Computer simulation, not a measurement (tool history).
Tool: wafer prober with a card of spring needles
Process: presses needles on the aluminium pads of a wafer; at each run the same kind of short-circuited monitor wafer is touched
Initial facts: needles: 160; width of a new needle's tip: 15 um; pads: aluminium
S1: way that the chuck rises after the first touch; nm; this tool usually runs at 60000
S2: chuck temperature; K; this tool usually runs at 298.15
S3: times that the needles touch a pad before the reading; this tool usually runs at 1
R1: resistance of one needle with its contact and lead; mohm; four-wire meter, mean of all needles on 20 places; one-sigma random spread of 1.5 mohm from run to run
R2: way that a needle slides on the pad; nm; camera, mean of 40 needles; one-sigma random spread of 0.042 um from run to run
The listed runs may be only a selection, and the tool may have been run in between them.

run     day     S1      S2  S3   R1     R2
  1   0.000  60000  298.15   1  132   8560
      0.162  -- tips cleaned on abrasive film
      0.321  -- tips cleaned on abrasive film
      0.483  -- tips cleaned on abrasive film
      0.612  -- tips cleaned on abrasive film
      0.771  -- tips cleaned on abrasive film
      0.904  -- tips cleaned on abrasive film
      1.062  -- tips cleaned on abrasive film
      1.225  -- tips cleaned on abrasive film
      1.383  -- tips cleaned on abrasive film
  2   1.496  60000  298.15   1  132   8490
      1.533  -- tips cleaned on abrasive film
      1.692  -- tips cleaned on abrasive film
      1.825  -- tips cleaned on abrasive film
      1.983  -- tips cleaned on abrasive film
      2.146  -- tips cleaned on abrasive film
      2.304  -- tips cleaned on abrasive film
      2.467  -- tips cleaned on abrasive film
      2.629  -- tips cleaned on abrasive film
      2.758  -- tips cleaned on abrasive film
  3   2.758  60000  298.15   1  131   8410
      2.888  -- tips cleaned on abrasive film
      3.050  -- tips cleaned on abrasive film
      3.179  -- tips cleaned on abrasive film
      3.338  -- tips cleaned on abrasive film
      3.471  -- tips cleaned on abrasive film
      3.629  -- tips cleaned on abrasive film
      3.792  -- tips cleaned on abrasive film
      3.950  -- tips cleaned on abrasive film
      4.112  -- tips cleaned on abrasive film
      4.275  -- tips cleaned on abrasive film
      4.433  -- tips cleaned on abrasive film
      4.567  -- tips cleaned on abrasive film
  4   4.567  60000  298.15   1  132   8340
      4.729  -- tips cleaned on abrasive film
      4.867  -- height of the first contact set anew
      4.900  -- tips cleaned on abrasive film
      5.062  -- tips cleaned on abrasive film
      5.221  -- tips cleaned on abrasive film
      5.350  -- tips cleaned on abrasive film
      5.512  -- tips cleaned on abrasive film
      5.642  -- tips cleaned on abrasive film
      5.804  -- tips cleaned on abrasive film
  5   5.804  60000  298.15   1  127   8440
      5.933  -- tips cleaned on abrasive film
      6.092  -- tips cleaned on abrasive film
      6.225  -- tips cleaned on abrasive film
      6.383  -- tips cleaned on abrasive film
      6.546  -- tips cleaned on abrasive film
      6.704  -- tips cleaned on abrasive film
      6.867  -- tips cleaned on abrasive film
      6.996  -- tips cleaned on abrasive film
      7.158  -- tips cleaned on abrasive film
      7.288  -- tips cleaned on abrasive film
  6   7.346  60000  298.15   1  132   8410
      7.442  -- tips cleaned on abrasive film
      7.571  -- tips cleaned on abrasive film
      7.733  -- tips cleaned on abrasive film
      7.862  -- tips cleaned on abrasive film
      8.025  -- tips cleaned on abrasive film
      8.154  -- tips cleaned on abrasive film
      8.312  -- tips cleaned on abrasive film
      8.442  -- tips cleaned on abrasive film
      8.604  -- tips cleaned on abrasive film
      8.733  -- tips cleaned on abrasive film
      8.896  -- tips cleaned on abrasive film
      9.054  -- tips cleaned on abrasive film
      9.217  -- tips cleaned on abrasive film
      9.346  -- tips cleaned on abrasive film
      9.508  -- tips cleaned on abrasive film
  7   9.542  60000  298.15   1  131   8480
      9.638  -- tips cleaned on abrasive film
      9.800  -- tips cleaned on abrasive film
      9.962  -- tips cleaned on abrasive film
     10.121  -- tips cleaned on abrasive film
     10.283  -- tips cleaned on abrasive film
     10.783  -- card fitted with new needles
     10.942  -- tips cleaned on abrasive film
     11.104  -- tips cleaned on abrasive film
  8  11.179  60000  298.15   1  133   8370
     11.246  -- tips cleaned on abrasive film
     11.404  -- tips cleaned on abrasive film
     11.567  -- tips cleaned on abrasive film
     11.725  -- tips cleaned on abrasive film
     11.888  -- tips cleaned on abrasive film
     12.050  -- tips cleaned on abrasive film
     12.179  -- tips cleaned on abrasive film
     12.338  -- tips cleaned on abrasive film
     12.500  -- tips cleaned on abrasive film
  9  12.600  60000  298.15   1  131   8460
     12.633  -- tips cleaned on abrasive film
     12.796  -- tips cleaned on abrasive film
     12.954  -- tips cleaned on abrasive film
     13.083  -- tips cleaned on abrasive film
     13.246  -- tips cleaned on abrasive film
     13.408  -- tips cleaned on abrasive film
     13.567  -- tips cleaned on abrasive film
     13.729  -- tips cleaned on abrasive film
 10  13.767  80000  369.15   2  140  11210
     13.862  -- tips cleaned on abrasive film
     14.025  -- tips cleaned on abrasive film
     14.188  -- tips cleaned on abrasive film
     14.317  -- tips cleaned on abrasive film
     14.475  -- tips cleaned on abrasive film
     14.604  -- tips cleaned on abrasive film
     14.767  -- tips cleaned on abrasive film
     14.929  -- tips cleaned on abrasive film
     15.058  -- tips cleaned on abrasive film
     15.217  -- tips cleaned on abrasive film
     15.379  -- tips cleaned on abrasive film
 11  15.433  48000  393.15   1  149   6690
     15.533  -- tips cleaned on abrasive film
     15.692  -- tips cleaned on abrasive film
     15.854  -- tips cleaned on abrasive film
     15.983  -- tips cleaned on abrasive film
     16.112  -- tips cleaned on abrasive film
     16.275  -- tips cleaned on abrasive film
     16.433  -- tips cleaned on abrasive film
     16.596  -- tips cleaned on abrasive film
     16.758  -- tips cleaned on abrasive film
     16.917  -- tips cleaned on abrasive film
     17.046  -- tips cleaned on abrasive film
 12  17.054  44000  312.15   3  138   6160
     17.183  -- tips cleaned on abrasive film
     17.346  -- tips cleaned on abrasive film
     17.475  -- tips cleaned on abrasive film
     17.633  -- tips cleaned on abrasive film
     17.767  -- tips cleaned on abrasive film
     17.925  -- tips cleaned on abrasive film
     18.088  -- tips cleaned on abrasive film
     18.217  -- tips cleaned on abrasive film
     18.258  -- height of the first contact set anew
     18.388  -- tips cleaned on abrasive film
 13  18.500  44000  312.15   3  139   6170
     18.533  -- tips cleaned on abrasive film
     18.696  -- tips cleaned on abrasive film
     18.858  -- tips cleaned on abrasive film
     19.017  -- tips cleaned on abrasive film
     19.179  -- tips cleaned on abrasive film
     19.338  -- tips cleaned on abrasive film
     19.500  -- tips cleaned on abrasive film
     19.662  -- tips cleaned on abrasive film
     19.821  -- tips cleaned on abrasive film
 14  19.938  73000  379.15   2  139  10260
     19.975  -- tips cleaned on abrasive film
     20.138  -- tips cleaned on abrasive film
     20.267  -- tips cleaned on abrasive film
     20.425  -- tips cleaned on abrasive film
     20.588  -- tips cleaned on abrasive film
     20.746  -- tips cleaned on abrasive film
     20.908  -- tips cleaned on abrasive film
     21.071  -- tips cleaned on abrasive film
 15  21.108  73000  379.15   2  144  10180
     21.204  -- tips cleaned on abrasive film
     21.333  -- tips cleaned on abrasive film
     21.496  -- tips cleaned on abrasive film
     21.625  -- tips cleaned on abrasive film
     21.783  -- tips cleaned on abrasive film
     21.946  -- tips cleaned on abrasive film
     22.108  -- tips cleaned on abrasive film
     22.267  -- tips cleaned on abrasive film
     22.429  -- tips cleaned on abrasive film
     22.588  -- tips cleaned on abrasive film
     22.750  -- tips cleaned on abrasive film
 16  22.842  73000  379.15   2  143  10180
     22.908  -- tips cleaned on abrasive film
     23.038  -- tips cleaned on abrasive film
     23.200  -- tips cleaned on abrasive film
     23.329  -- tips cleaned on abrasive film
     23.492  -- tips cleaned on abrasive film
     23.650  -- tips cleaned on abrasive film
     23.812  -- tips cleaned on abrasive film
     23.971  -- tips cleaned on abrasive film
 17  24.033  61000  326.15   2  135   8610
     24.133  -- tips cleaned on abrasive film
     24.292  -- tips cleaned on abrasive film
     24.454  -- tips cleaned on abrasive film
     24.612  -- tips cleaned on abrasive film
     24.775  -- tips cleaned on abrasive film
     24.938  -- tips cleaned on abrasive film
     25.096  -- tips cleaned on abrasive film
     25.258  -- tips cleaned on abrasive film
     25.417  -- tips cleaned on abrasive film
     25.550  -- tips cleaned on abrasive film
     25.708  -- tips cleaned on abrasive film
     25.721  -- height of the first contact set anew
     25.850  -- tips cleaned on abrasive film
 18  25.942  61000  326.15   2  133   8440

The logged runs with the hidden state left out (each run's random variation unchanged):
The tool's hidden condition here consists of: debris on the tips, nm; way that the needles fall short of the set height, um; tips' diameter, um; drift of the gauge itself on contact_mohm, %; drift of the gauge itself on scrub_um, %.
run     R2
  1   8560
  2   8500
  3   8420
  4   8360
  5   8480
  6   8450
  7   8540
  8   8430
  9   8530
 10  11320
 11   6760
 12   6230
 13   6250
 14  10400
 15  10340
 16  10350
 17   8750
 18   8600
For R1, the value without the hidden state is never more than 1 mohm from the measured value.
